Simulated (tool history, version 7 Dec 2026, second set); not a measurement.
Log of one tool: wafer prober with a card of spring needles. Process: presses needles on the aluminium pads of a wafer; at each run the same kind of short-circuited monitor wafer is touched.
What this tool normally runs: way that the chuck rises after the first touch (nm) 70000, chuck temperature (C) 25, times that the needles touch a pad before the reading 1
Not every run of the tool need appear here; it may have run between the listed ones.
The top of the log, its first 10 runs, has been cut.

run,hour,way that the chuck rises after the first touch (nm),chuck temperature (C),times that the needles touch a pad before the reading,touches since the tips were cleaned,cleanings since the card got new needles,touches since the first contact's height was set,resistance of one needle with its contact and lead (mohm),way that a needle slides on the pad (nm)
11,117.6,70000,25,2,6918,47,185773,256,18300
# hour 119.8: tips cleaned on abrasive film
12,125.4,70000,78,2,4079,48,191300,270,18250
# hour 131.4: tips cleaned on abrasive film
# hour 143: tips cleaned on abrasive film
13,143,70000,78,2,0,50,203775,272,18290
# hour 148.7: gauge calibrated
# hour 153.9: tips cleaned on abrasive film
14,154.5,70000,78,2,456,51,211986,269,18150
# hour 164.9: tips cleaned on abrasive film
15,170.7,70000,78,1,4226,52,223610,268,18140
# hour 176.9: tips cleaned on abrasive film
# hour 184.6: height of the first contact set anew
16,186.7,70000,78,1,6832,53,1562,269,18120
# hour 189.8: tips cleaned on abrasive film
17,195.3,80000,25,1,4008,54,7674,252,20770
# hour 201: tips cleaned on abrasive film
18,204.2,70000,73,1,2310,55,13963,274,18190
# hour 212.5: tips cleaned on abrasive film
19,221.7,69000,103,3,6606,56,26508,277,17930
# hour 223.4: tips cleaned on abrasive film
20,231.5,69000,103,3,5813,57,33472,274,17960
# hour 234.3: tips cleaned on abrasive film
# hour 246.7: tips cleaned on abrasive film
21,248.1,70000,25,2,979,59,45256,259,18320
# hour 258: tips cleaned on abrasive film
22,260.3,70000,84,2,1654,60,53976,270,18350
# hour 269: tips cleaned on abrasive film
23,269,70000,76,1,0,61,60183,271,18300
# hour 280.8: tips cleaned on abrasive film
24,280.9,74000,25,1,83,62,68673,254,19410
# hour 292.5: tips cleaned on abrasive film
25,295.3,55000,25,1,1991,63,78934,258,14490
# hour 303.7: tips cleaned on abrasive film
26,309.3,68000,62,1,4001,64,88916,267,17880
# hour 315.8: tips cleaned on abrasive film
27,325.2,68000,77,1,6774,65,100318,272,17990
# hour 328.1: tips cleaned on abrasive film
# hour 331.5: gauge calibrated
28,333.5,70000,25,2,3905,66,106184,257,18100
# hour 339.5: tips cleaned on abrasive film
29,347.2,70000,94,3,5552,67,115985,273,18030
# hour 350.6: tips cleaned on abrasive film
30,360,58000,52,1,6762,68,125133,262,15050
# hour 362.3: tips cleaned on abrasive film
31,372.8,51000,83,1,7561,69,134249,269,13180
# hour 374.1: tips cleaned on abrasive film
32,384.5,63000,63,2,7518,70,142591,270,16350

Consider 3 possible next runs. They are alternatives, not a sequence: every one starts from the tool as it was left by run 32. What does each give?
# hour 386.2: tips cleaned on abrasive film
# hour 397.4: tips cleaned on abrasive film
A,399.7,63000,63,1,1686,72,153393,?,?
# hour 386.2: tips cleaned on abrasive film
# hour 397.4: tips cleaned on abrasive film
B,399.7,70000,25,1,1686,72,153393,?,?
# hour 386.2: tips cleaned on abrasive film
# hour 397.4: tips cleaned on abrasive film
C,399.7,70000,38,2,1686,72,153393,?,?

run,resistance of one needle with its contact and lead (mohm),way that a needle slides on the pad (nm)
A,261,16420
B,256,18190
C,257,18240
What these runs would have given with no unlogged condition in the tool:
run,resistance of one needle with its contact and lead (mohm),way that a needle slides on the pad (nm)
A,261,16280
B,256,18040
C,257,18090
